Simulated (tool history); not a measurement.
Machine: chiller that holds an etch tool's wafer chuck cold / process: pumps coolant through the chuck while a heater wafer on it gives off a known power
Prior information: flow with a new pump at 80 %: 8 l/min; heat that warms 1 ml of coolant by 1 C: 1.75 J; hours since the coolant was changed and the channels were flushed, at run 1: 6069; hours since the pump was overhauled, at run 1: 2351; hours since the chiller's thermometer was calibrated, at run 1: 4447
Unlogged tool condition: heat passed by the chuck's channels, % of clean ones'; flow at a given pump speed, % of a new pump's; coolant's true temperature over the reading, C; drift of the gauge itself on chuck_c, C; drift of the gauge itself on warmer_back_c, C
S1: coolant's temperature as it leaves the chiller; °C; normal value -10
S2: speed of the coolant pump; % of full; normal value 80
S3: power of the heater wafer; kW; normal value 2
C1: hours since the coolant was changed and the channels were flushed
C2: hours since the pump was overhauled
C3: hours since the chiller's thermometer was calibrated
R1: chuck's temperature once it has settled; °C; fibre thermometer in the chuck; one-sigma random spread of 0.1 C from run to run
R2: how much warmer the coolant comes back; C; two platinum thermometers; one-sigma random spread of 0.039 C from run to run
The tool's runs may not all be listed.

run    hour   S1  S2     S3    C1    C2    C3    R1     R2
  1       0  -10  80      2  6069  2351  4447  19.1   8.67
  2    52.5  -10  80      2  6121  2403  4500  19.3   8.61
  3   114.1  -10  80      2  6183  2465  4561  18.9   8.67
  4   186.1  -20  80      2  6255  2537  4633   9.2    8.7
  5   261.7  -20  80      2  6330  2612  4709   9.1   8.67
  6   349.9  -10  98      2  6419  2701  4797  14.4   6.89
  7   427.7  -10  98      2  6496  2778  4875  14.4   6.84
  8   482.3  -10  67      2  6551  2833  4929  24.2  10.67
  9   571.1  -10  67      2  6640  2922  5018  24.5  10.61
 10   628.6  -10  67      2  6697  2979  5076  24.4  10.66
 11   679.3   -3  84  2.663  6748  3030  5126  34.2  10.84
 12   757.4   -3  80  2.785  6826  3108  5205  37.8  12.06
 13   842.3  -15  80  2.635  6911  3193  5289  23.5  11.51
 14   921.5  -10  80  1.752  6990  3272  5369    16   7.59
 15   987.5  -19  83  1.756  7056  3338  5435   6.3   7.27
 16  1037.8   -2  69  2.464  7107  3388  5485  39.3  12.68
 17  1082.4   -2  98  2.311  7151  3433  5530  26.6      8
 18  1162.9   -2  98  2.311  7232  3514  5610  26.6   7.94
 19  1219.1  -11  88   1.45  7288  3570  5666     9   5.65

Measured minus without-hidden-state, run by run (identical run-to-run variation in each term; gauge scatter may differ):
run    R1     R2
  1  +2.5  +0.09
  2  +2.6  +0.09
  3  +2.6  +0.09
  4  +2.7   +0.1
  5  +2.7   +0.1
  6  +2.4  +0.08
  7  +2.4  +0.09
  8  +3.2  +0.13
  9  +3.2  +0.14
 10  +3.2  +0.15
 11  +3.5  +0.15
 12  +3.9  +0.17
 13  +3.7  +0.17
 14  +2.8  +0.11
 15  +2.7  +0.11
 16    +4   +0.2
 17  +3.1  +0.13
 18  +3.1  +0.14
 19  +2.4   +0.1
